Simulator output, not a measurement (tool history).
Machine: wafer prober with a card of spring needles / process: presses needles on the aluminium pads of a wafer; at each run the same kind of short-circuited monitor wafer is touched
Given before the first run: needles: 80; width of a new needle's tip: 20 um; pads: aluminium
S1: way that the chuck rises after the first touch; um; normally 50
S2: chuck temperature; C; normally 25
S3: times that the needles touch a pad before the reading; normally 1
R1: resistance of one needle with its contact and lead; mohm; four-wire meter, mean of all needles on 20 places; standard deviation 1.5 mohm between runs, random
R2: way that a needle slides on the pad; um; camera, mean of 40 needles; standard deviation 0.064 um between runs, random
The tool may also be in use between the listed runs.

run    hour  S1  S2  S3   R1     R2
  1       0  50  25   1  140  11.98
        9.3  -- tips cleaned on abrasive film
       21.7  -- tips cleaned on abrasive film
       37.2  -- tips cleaned on abrasive film
       52.6  -- tips cleaned on abrasive film
       68.1  -- tips cleaned on abrasive film
  2    78.2  41  25   1  146   9.73
       81.4  -- tips cleaned on abrasive film
       96.9  -- tips cleaned on abrasive film
      112.3  -- tips cleaned on abrasive film
      127.8  -- tips cleaned on abrasive film
      140.2  -- tips cleaned on abrasive film
      152.6  -- tips cleaned on abrasive film
      167.3  -- tips cleaned on abrasive film
  3   167.3  41  25   1  148   9.78
      179.7  -- tips cleaned on abrasive film
      195.2  -- tips cleaned on abrasive film
      210.6  -- tips cleaned on abrasive film
        223  -- tips cleaned on abrasive film
      238.5  -- tips cleaned on abrasive film
      250.9  -- tips cleaned on abrasive film
  4   255.8  50  25   1  145  11.99
      259.2  -- height of the first contact set anew
      265.4  -- tips cleaned on abrasive film
      280.9  -- tips cleaned on abrasive film
      293.3  -- tips cleaned on abrasive film
      308.8  -- tips cleaned on abrasive film
      324.2  -- tips cleaned on abrasive film
        338  -- tips cleaned on abrasive film
  5     338  50  25   1  144  11.85
      350.4  -- tips cleaned on abrasive film
      362.8  -- tips cleaned on abrasive film
      378.3  -- tips cleaned on abrasive film
  6   378.8  50  25   1  142  11.84
      391.2  -- tips cleaned on abrasive film
      403.6  -- tips cleaned on abrasive film
        419  -- tips cleaned on abrasive film
      431.4  -- tips cleaned on abrasive film
      446.9  -- tips cleaned on abrasive film
      462.3  -- tips cleaned on abrasive film
  7   474.5  50  25   1  142   11.9
      477.7  -- tips cleaned on abrasive film
      493.1  -- tips cleaned on abrasive film
      508.6  -- tips cleaned on abrasive film
        524  -- tips cleaned on abrasive film
      536.4  -- tips cleaned on abrasive film
      551.9  -- tips cleaned on abrasive film
  8   561.9  32  25   1  152   7.54
        565  -- tips cleaned on abrasive film
      577.4  -- tips cleaned on abrasive film
      592.9  -- tips cleaned on abrasive film
      608.3  -- tips cleaned on abrasive film
      620.7  -- tips cleaned on abrasive film
  9   623.9  32  25   1  150    7.7
      633.2  -- tips cleaned on abrasive film
      645.5  -- tips cleaned on abrasive film
        661  -- tips cleaned on abrasive film
      676.5  -- tips cleaned on abrasive film
      691.9  -- tips cleaned on abrasive film
      705.8  -- tips cleaned on abrasive film
 10   705.8  32  25   1  154   7.61
      721.3  -- tips cleaned on abrasive film
      736.7  -- tips cleaned on abrasive film
      752.2  -- tips cleaned on abrasive film
      764.6  -- tips cleaned on abrasive film
        780  -- tips cleaned on abrasive film
      795.5  -- tips cleaned on abrasive film
 11   797.9  32  67   1  159   7.63
      810.3  -- tips cleaned on abrasive film
      825.8  -- tips cleaned on abrasive film
      841.2  -- tips cleaned on abrasive film
      853.6  -- tips cleaned on abrasive film
      869.1  -- tips cleaned on abrasive film
      884.5  -- tips cleaned on abrasive film
 12     893  50  25   1  143  11.92
      899.2  -- tips cleaned on abrasive film
      914.7  -- tips cleaned on abrasive film
      930.1  -- tips cleaned on abrasive film
      945.6  -- tips cleaned on abrasive film
        961  -- tips cleaned on abrasive film
 13     971  56  38   1  143  13.24
      974.1  -- tips cleaned on abrasive film
      989.6  -- tips cleaned on abrasive film
     1005.1  -- tips cleaned on abrasive film
     1017.4  -- tips cleaned on abrasive film
     1032.9  -- tips cleaned on abrasive film
 14  1040.2  42  29   1  147  10.09
     1046.4  -- tips cleaned on abrasive film
     1058.8  -- tips cleaned on abrasive film
     1068.3  -- height of the first contact set anew
     1074.6  -- tips cleaned on abrasive film
 15  1086.1  50  31   2  141  11.94
     1089.3  -- tips cleaned on abrasive film
     1104.7  -- tips cleaned on abrasive film
     1120.2  -- tips cleaned on abrasive film
       1134  -- tips cleaned on abrasive film
 16    1134  48  67   1  151  11.37
     1146.3  -- tips cleaned on abrasive film
     1158.7  -- tips cleaned on abrasive film
     1174.2  -- tips cleaned on abrasive film
 17  1186.3  38  67   3  158   9.04
     1189.5  -- tips cleaned on abrasive film
     1201.8  -- tips cleaned on abrasive film
     1217.3  -- tips cleaned on abrasive film
     1232.8  -- tips cleaned on abrasive film
     1248.2  -- tips cleaned on abrasive film
     1260.6  -- tips cleaned on abrasive film
 18  1264.7  36  85   2  161   8.63
       1274  -- tips cleaned on abrasive film
     1289.5  -- tips cleaned on abrasive film
     1304.9  -- tips cleaned on abrasive film
 19  1310.7  36  85   2  160   8.59
       1320  -- tips cleaned on abrasive film
     1332.4  -- tips cleaned on abrasive film
     1347.9  -- tips cleaned on abrasive film
     1360.2  -- tips cleaned on abrasive film
     1375.7  -- tips cleaned on abrasive film
     1388.1  -- tips cleaned on abrasive film
 20  1395.8  36  85   2  159   8.54
       1402  -- tips cleaned on abrasive film
     1417.5  -- tips cleaned on abrasive film
     1432.9  -- tips cleaned on abrasive film
     1448.4  -- tips cleaned on abrasive film
     1462.5  -- tips cleaned on abrasive film
 21  1462.5  38  31   2  152   8.99
     1474.8  -- tips cleaned on abrasive film
     1490.3  -- tips cleaned on abrasive film
     1505.8  -- tips cleaned on abrasive film
     1521.2  -- tips cleaned on abrasive film
     1536.7  -- tips cleaned on abrasive film
     1549.1  -- tips cleaned on abrasive film
 22  1555.3  31  30   3  155   7.39
     1561.6  -- tips cleaned on abrasive film
       1577  -- tips cleaned on abrasive film
     1592.5  -- tips cleaned on abrasive film
     1604.9  -- tips cleaned on abrasive film
     1620.3  -- tips cleaned on abrasive film
     1632.7  -- tips cleaned on abrasive film
 23  1637.3  31  25   1  151   7.32
     1646.6  -- tips cleaned on abrasive film
       1659  -- tips cleaned on abrasive film
     1674.5  -- tips cleaned on abrasive film
     1686.9  -- tips cleaned on abrasive film
     1702.3  -- tips cleaned on abrasive film
     1717.8  -- tips cleaned on abrasive film
     1730.3  -- tips cleaned on abrasive film
 24  1730.3  66  25   1  137  15.81

4 options for the next run, each taken on its own from the tool as it stands now. Forecast them:
     1742.7  -- tips cleaned on abrasive film
     1758.2  -- tips cleaned on abrasive film
     1773.7  -- tips cleaned on abrasive film
  A  1779.1  50   36   2   ?   ?
     1742.7  -- tips cleaned on abrasive film
     1758.2  -- tips cleaned on abrasive film
     1773.7  -- tips cleaned on abrasive film
  B  1779.1  39  111   1   ?   ?
     1742.7  -- tips cleaned on abrasive film
     1758.2  -- tips cleaned on abrasive film
     1773.7  -- tips cleaned on abrasive film
  C  1779.1  59   25   1   ?   ?
     1742.7  -- tips cleaned on abrasive film
     1758.2  -- tips cleaned on abrasive film
     1773.7  -- tips cleaned on abrasive film
  D  1779.1  50   51   3   ?   ?

run   R1     R2
  A  148  12.01
  B  162   9.33
  C  141  14.14
  D  150  11.88
Had the tool no hidden state, the same runs would have come out as:
run   R1     R2
  A  148  12.02
  B  161   9.34
  C  141  14.14
  D  150  11.88
